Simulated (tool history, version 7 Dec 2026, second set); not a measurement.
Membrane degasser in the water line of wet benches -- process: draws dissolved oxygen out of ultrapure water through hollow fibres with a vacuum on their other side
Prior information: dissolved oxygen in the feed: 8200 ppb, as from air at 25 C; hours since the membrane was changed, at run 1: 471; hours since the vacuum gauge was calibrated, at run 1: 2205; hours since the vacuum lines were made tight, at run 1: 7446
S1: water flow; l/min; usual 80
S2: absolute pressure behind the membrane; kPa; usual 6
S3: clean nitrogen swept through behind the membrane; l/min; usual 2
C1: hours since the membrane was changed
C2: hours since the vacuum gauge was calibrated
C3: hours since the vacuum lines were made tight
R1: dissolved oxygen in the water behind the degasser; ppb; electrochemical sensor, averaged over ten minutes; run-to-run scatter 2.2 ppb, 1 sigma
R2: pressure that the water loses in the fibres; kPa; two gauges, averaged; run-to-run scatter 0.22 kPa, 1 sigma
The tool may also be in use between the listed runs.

run     day   S1     S2    S3    C1    C2    C3     R1     R2
  1       0   80      6     2   471  2205  7446  223.7  55.32
  2   1.292   80      6     2   502  2236  7477  227.8   55.4
  3   2.846   80      6     2   540  2273  7514    225   55.3
  4   4.088   73      6     2   569  2303  7544  210.8  50.47
  5   5.992   80      6  3.57   615  2348  7589  140.5  55.37
  6   8.158   80      6  3.57   667  2400  7641  142.3  55.33
  7   9.396   80   8.36  3.57   697  2430  7671  254.2  55.56
  8  11.371   80   8.36  3.57   744  2477  7719  251.4  55.52
  9  13.588   80   8.36  3.57   797  2531  7772    251  55.32
 10    15.5   80      6     2   843  2577  7818  221.6  55.41
 11  16.771   80      6     2   874  2607  7848  228.7  55.82
 12  18.979   80      6     2   927  2660  7901  229.5  55.12
 13  20.646   60      6     2   967  2700  7941  178.6   41.3
     21.704  -- seals of the vacuum lines changed
 14  21.825   60      6     2   993  2726     3  176.6  41.73
 15  23.104   60      6     2  1024  2757    34  177.1  41.68
 16    24.4   80  10.54     2  1055  2788    65  560.2   55.6
 17  26.192  119   7.35  3.52  1098  2831   108  317.2  82.46
 18  27.896  100   4.12  2.57  1139  2872   149   89.7  69.35
 19  30.117  117   8.95  2.57  1192  2925   202  521.7  81.51
 20  31.917   76      6  5.03  1235  2968   245   99.7  52.82
     32.121  -- vacuum gauge calibrated
 21  33.421   76   4.81     2  1271    31   281  128.7  52.73
 22  35.446   86  11.51     2  1319    80   329  669.9  59.84
 23  37.292   86  11.51     2  1364   124   374    677  59.87
     37.454  -- vacuum gauge calibrated, once more
 24  39.475   80    5.9  3.56  1416    49   425  133.4   55.6
 25  41.275   80    5.9  3.56  1459    92   469  132.3  55.53
 26  42.717   80   5.93  2.51  1493   126   503    180  55.79
 27  44.725   66   5.93  1.39  1542   175   552  242.8  46.24
 28   45.95   66   5.93  1.39  1571   204   581  243.9  46.08
 29  47.717   91   9.58  3.89  1613   246   623  322.3  63.12
 30  50.067   70    5.7  1.58  1670   303   680  210.6  48.71

Some steps in R1, run to run, broken into two amounts with sign: the step expected even without the hidden condition (settings, incoming material, random variation), and the rest, left for the hidden condition together with whatever gauge scatter is not in both the measured and the hidden-condition-free result:
The tool's hidden condition here consists of: membrane still open, %; true pressure behind the membrane over the reading, kPa; air that leaks in behind the membrane, l/min; drift of the gauge itself on oxygen_ppb, %; drift of the gauge itself on loss_of_pressure_kpa, %.
Run 18 -> 19: S1 100 -> 117, S2 4.12 -> 8.95. R1 +432 ppb: hidden state +0.6, all else +431.4.
Run 20 -> 21: S2 6 -> 4.81, S3 5.03 -> 2, vacuum gauge calibrated. R1 +29 ppb: hidden state +2.2, all else +26.8.
Run 21 -> 22: S1 76 -> 86, S2 4.81 -> 11.51. R1 +541.2 ppb: hidden state +0.2, all else +541.
Run 23 -> 24: S1 86 -> 80, S2 11.51 -> 5.9, S3 2 -> 3.56, vacuum gauge calibrated, once more. R1 -543.6 ppb: hidden state -5.6, all else -538.
Run 28 -> 29: S1 66 -> 91, S2 5.93 -> 9.58, S3 1.39 -> 3.89. R1 +78.4 ppb: hidden state +2.5, all else +75.9.
